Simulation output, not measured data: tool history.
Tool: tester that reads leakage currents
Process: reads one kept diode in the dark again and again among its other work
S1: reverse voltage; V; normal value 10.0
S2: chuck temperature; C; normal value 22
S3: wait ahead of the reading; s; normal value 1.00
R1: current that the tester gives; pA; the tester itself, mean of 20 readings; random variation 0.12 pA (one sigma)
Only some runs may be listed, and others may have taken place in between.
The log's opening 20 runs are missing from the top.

run    hour    S1  S2    S3      R1
 21  2697.1  15.9  34  1.42  139.49
 22  2826.7   8.4  47  1.17  266.33
 23  2945.8   3.5  39  1.60  109.12
     2990.5  -- probe card cleaned and baked
 24  3073.1   3.5  39  1.60  105.28
 25  3205.2  10.0  59  3.57  632.21
 26  3326.5   1.5  22  6.56   20.25
     3472.2  -- chuck's temperature calibrated
 27  3506.0   1.5  22  6.56   17.67
 28  3596.8   4.8  26  1.60   38.62
 29  3782.7  10.0  20  1.00   34.15
 30  3891.7   8.6  55  1.53  420.55

Alternative continuations, all from the tool just after run 30; predict every row:
  A  3977.3  10.0  48  1.00   ?
  B  3977.3  12.3  23  1.53   ?
  C  3977.3   7.3  25  1.97   ?

run      R1
  A  274.14
  B   46.87
  C   43.25
Stripped of hidden state, with their random variation kept, the same runs would have yielded:
run      R1
  A  261.38
  B   40.68
  C   39.02
